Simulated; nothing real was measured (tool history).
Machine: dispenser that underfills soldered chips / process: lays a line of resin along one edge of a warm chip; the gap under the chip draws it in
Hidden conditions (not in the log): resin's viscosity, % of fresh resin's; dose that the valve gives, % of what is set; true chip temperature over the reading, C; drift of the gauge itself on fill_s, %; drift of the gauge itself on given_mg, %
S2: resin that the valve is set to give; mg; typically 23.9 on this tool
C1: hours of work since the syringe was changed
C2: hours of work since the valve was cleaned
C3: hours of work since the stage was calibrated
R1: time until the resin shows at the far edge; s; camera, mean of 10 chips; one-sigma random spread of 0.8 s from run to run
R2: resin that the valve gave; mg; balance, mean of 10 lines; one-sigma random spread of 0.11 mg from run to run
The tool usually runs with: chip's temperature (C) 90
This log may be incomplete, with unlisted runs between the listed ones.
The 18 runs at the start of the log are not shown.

-- day=4.892 new syringe of resin
run 19 day=4.962 | chip's_temperature_(C)=90 S2=21.5 | C1=1 C2=54 C3=93 | R1=82.4 R2=20.9
run 20 day=5.188 | chip's_temperature_(C)=103 S2=23.2 | C1=4 C2=58 C3=97 | R1=59 R2=22.29
run 21 day=5.433 | chip's_temperature_(C)=103 S2=23.2 | C1=8 C2=61 C3=101 | R1=70.9 R2=22.35
-- day=5.467 new syringe of resin
run 22 day=5.683 | chip's_temperature_(C)=103 S2=23.2 | C1=3 C2=65 C3=104 | R1=55.7 R2=22.27
run 23 day=5.992 | chip's_temperature_(C)=103 S2=23.2 | C1=8 C2=69 C3=109 | R1=68.9 R2=22.2
-- day=6.033 new syringe of resin
run 24 day=6.3 | chip's_temperature_(C)=91 S2=28.5 | C1=4 C2=74 C3=113 | R1=89 R2=27.36
run 25 day=6.538 | chip's_temperature_(C)=91 S2=28.5 | C1=8 C2=77 C3=117 | R1=104.6 R2=26.9
-- day=6.592 new syringe of resin
-- day=6.767 dispensing valve cleaned and set on the balance
run 26 day=6.771 | chip's_temperature_(C)=100 S2=29.6 | C1=2 C2=0 C3=119 | R1=54.5 R2=29.5
run 27 day=7.012 | chip's_temperature_(C)=100 S2=29.6 | C1=6 C2=4 C3=123 | R1=67.6 R2=29.52
-- day=7.196 new syringe of resin
run 28 day=7.196 | chip's_temperature_(C)=94 S2=23.9 | C1=0 C2=6 C3=125 | R1=62.5 R2=23.77
run 29 day=7.35 | chip's_temperature_(C)=92 S2=23.9 | C1=2 C2=9 C3=128 | R1=78.5 R2=23.78
run 30 day=7.562 | chip's_temperature_(C)=103 S2=28.1 | C1=5 C2=12 C3=131 | R1=56.4 R2=27.72
-- day=7.783 new syringe of resin
run 31 day=7.921 | chip's_temperature_(C)=103 S2=28.1 | C1=2 C2=17 C3=136 | R1=48.5 R2=27.55
run 32 day=8.171 | chip's_temperature_(C)=103 S2=28.1 | C1=6 C2=21 C3=140 | R1=59.8 R2=27.79
-- day=8.371 new syringe of resin
run 33 day=8.479 | chip's_temperature_(C)=103 S2=28.1 | C1=2 C2=25 C3=144 | R1=48.4 R2=27.58
run 34 day=8.683 | chip's_temperature_(C)=101 S2=28.5 | C1=5 C2=28 C3=147 | R1=60.2 R2=27.8
-- day=8.938 new syringe of resin
run 35 day=9.042 | chip's_temperature_(C)=90 S2=30.8 | C1=2 C2=33 C3=153 | R1=80.2 R2=30.17
run 36 day=9.379 | chip's_temperature_(C)=81 S2=23.9 | C1=7 C2=38 C3=158 | R1=153.7 R2=23.38
-- day=9.521 new syringe of resin
run 37 day=9.571 | chip's_temperature_(C)=81 S2=23.9 | C1=1 C2=41 C3=160 | R1=114.1 R2=23.33

3 ways to go on from here, each from the tool as it stands after run 37. What would each give?
run A day=9.904 | chip's_temperature_(C)=83 S2=25.7 | C1=6 C2=46 C3=165 | R1=? R2=?
run B day=9.904 | chip's_temperature_(C)=96 S2=26.8 | C1=6 C2=46 C3=165 | R1=? R2=?
run C day=9.904 | chip's_temperature_(C)=75 S2=26.1 | C1=6 C2=46 C3=165 | R1=? R2=?

run=A R1=134.8 R2=24.95
run=B R1=78.4 R2=25.78
run=C R1=187.6 R2=25.39
With no hidden state in the tool, these same runs would have given:
run=A R1=99.2 R2=25.7
run=B R1=57.7 R2=26.55
run=C R1=137.9 R2=26.15
